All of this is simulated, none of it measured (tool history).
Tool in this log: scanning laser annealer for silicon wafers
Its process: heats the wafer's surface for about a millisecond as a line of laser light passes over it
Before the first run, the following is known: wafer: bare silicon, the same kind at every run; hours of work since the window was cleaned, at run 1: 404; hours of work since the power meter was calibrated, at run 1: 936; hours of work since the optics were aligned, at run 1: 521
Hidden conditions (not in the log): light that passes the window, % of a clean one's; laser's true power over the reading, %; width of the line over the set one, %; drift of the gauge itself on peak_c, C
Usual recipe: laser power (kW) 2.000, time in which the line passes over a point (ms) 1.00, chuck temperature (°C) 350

run	day	laser power (kW)	time in which the line passes over a point (ms)	chuck temperature (°C)	hours of work since the window was cleaned	hours of work since the power meter was calibrated	hours of work since the optics were aligned	highest temperature of the surface (°C)
1	0.000	2.000	1.00	350	404	936	521	1069
2	1.975	2.000	1.00	350	437	968	554	1067
3	5.071	2.000	1.00	350	488	1019	605	1062
4	7.879	2.000	1.00	350	534	1066	651	1056
5	10.612	2.000	1.00	350	579	1111	696	1055
6	13.633	2.000	1.00	350	629	1161	746	1050
7	15.371	1.784	1.21	358	658	1189	775	1030
8	17.617	1.784	1.21	358	695	1226	812	1023
9	19.075	2.192	1.15	350	719	1250	836	1198
10	21.850	1.741	1.22	319	765	1296	882	966

Here are 5 independent what-if runs from the current tool condition. What would each one return?
# day 24.238: window over the wafer cleaned
A	24.425	2.125	0.70	389	3	1337	923	?
# day 24.238: window over the wafer cleaned
B	24.425	1.917	1.05	341	3	1337	923	?
# day 24.238: window over the wafer cleaned
C	24.425	2.000	1.00	334	3	1337	923	?
# day 24.238: window over the wafer cleaned
D	24.425	1.741	1.22	323	3	1337	923	?
# day 24.238: window over the wafer cleaned
E	24.425	2.159	0.93	349	3	1337	923	?

run	highest temperature of the surface (°C)
A	1030
B	1047
C	1059
D	1005
E	1120
Had the tool no hidden state, the same runs would have come out as:
run	highest temperature of the surface (°C)
A	1061
B	1080
C	1093
D	1037
E	1156

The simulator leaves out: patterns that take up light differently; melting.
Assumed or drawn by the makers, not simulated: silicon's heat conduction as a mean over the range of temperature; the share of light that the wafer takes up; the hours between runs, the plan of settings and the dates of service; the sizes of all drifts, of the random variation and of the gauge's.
